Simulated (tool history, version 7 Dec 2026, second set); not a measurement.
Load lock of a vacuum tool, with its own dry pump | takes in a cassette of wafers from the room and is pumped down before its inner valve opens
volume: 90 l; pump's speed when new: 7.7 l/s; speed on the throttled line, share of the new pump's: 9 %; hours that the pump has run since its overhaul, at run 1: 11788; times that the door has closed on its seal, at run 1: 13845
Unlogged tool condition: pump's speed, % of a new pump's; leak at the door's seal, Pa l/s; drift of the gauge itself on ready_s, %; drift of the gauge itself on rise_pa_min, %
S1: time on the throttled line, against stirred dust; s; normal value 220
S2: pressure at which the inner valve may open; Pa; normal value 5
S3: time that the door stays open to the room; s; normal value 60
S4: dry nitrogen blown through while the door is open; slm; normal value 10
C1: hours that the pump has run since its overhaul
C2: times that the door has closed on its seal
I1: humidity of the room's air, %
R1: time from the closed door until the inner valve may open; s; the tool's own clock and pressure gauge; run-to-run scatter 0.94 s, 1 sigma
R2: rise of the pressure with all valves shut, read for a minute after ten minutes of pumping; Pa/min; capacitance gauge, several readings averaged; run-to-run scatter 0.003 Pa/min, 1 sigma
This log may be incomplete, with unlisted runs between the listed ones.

{"run": 1, "hour": 0.0, "S1": 220, "S2": 5, "S3": 60, "S4": 10, "C1": 11788, "C2": 13845, "I1": 46.5, "R1": 330.5, "R2": 0.074}
{"run": 2, "hour": 301.1, "S1": 220, "S2": 5, "S3": 60, "S4": 10, "C1": 12089, "C2": 14639, "I1": 42.5, "R1": 328.5, "R2": 0.073}
{"run": 3, "hour": 683.4, "S1": 220, "S2": 5, "S3": 34, "S4": 10, "C1": 12472, "C2": 15648, "I1": 42.7, "R1": 330.2, "R2": 0.061}
{"run": 4, "hour": 1018.6, "S1": 220, "S2": 5, "S3": 34, "S4": 10, "C1": 12807, "C2": 16533, "I1": 42.9, "R1": 330.2, "R2": 0.067}
{"run": 5, "hour": 1199.9, "S1": 220, "S2": 5, "S3": 34, "S4": 10, "C1": 12988, "C2": 17011, "I1": 46.2, "R1": 330.3, "R2": 0.071}
{"run": 6, "hour": 1539.6, "S1": 220, "S2": 5, "S3": 34, "S4": 10, "C1": 13328, "C2": 17908, "I1": 45, "R1": 329.9, "R2": 0.078}
{"run": 7, "hour": 1792.4, "S1": 220, "S2": 5, "S3": 34, "S4": 10, "C1": 13581, "C2": 18575, "I1": 45.8, "R1": 329.6, "R2": 0.076}
{"run": 8, "hour": 2158.5, "S1": 220, "S2": 5, "S3": 60, "S4": 31, "C1": 13947, "C2": 19541, "I1": 43.2, "R1": 330.8, "R2": 0.078}
{"run": 9, "hour": 2347.3, "S1": 220, "S2": 5, "S3": 37, "S4": 10, "C1": 14135, "C2": 20039, "I1": 46.7, "R1": 333, "R2": 0.086}
{"run": 10, "hour": 2705.4, "S1": 220, "S2": 5, "S3": 153, "S4": 10, "C1": 14494, "C2": 20984, "I1": 47.3, "R1": 332.5, "R2": 0.117}
{"run": 11, "hour": 2948.5, "S1": 419, "S2": 4, "S3": 58, "S4": 10, "C1": 14737, "C2": 21625, "I1": 47.7, "R1": 514.5, "R2": 0.098}

Run 12 is up next; what results do you expect?
{"run": 12, "hour": 3330.3, "S1": 218, "S2": 4, "S3": 50, "S4": 10, "C1": 15118, "C2": 22633, "I1": 44.4, "R1": "?", "R2": "?"}

{"run 12": {"R1": 334.1, "R2": 0.096}}
The same run, on a tool lacking any hidden state, would have yielded R1 318.1 s, R2 0.04 Pa/min.
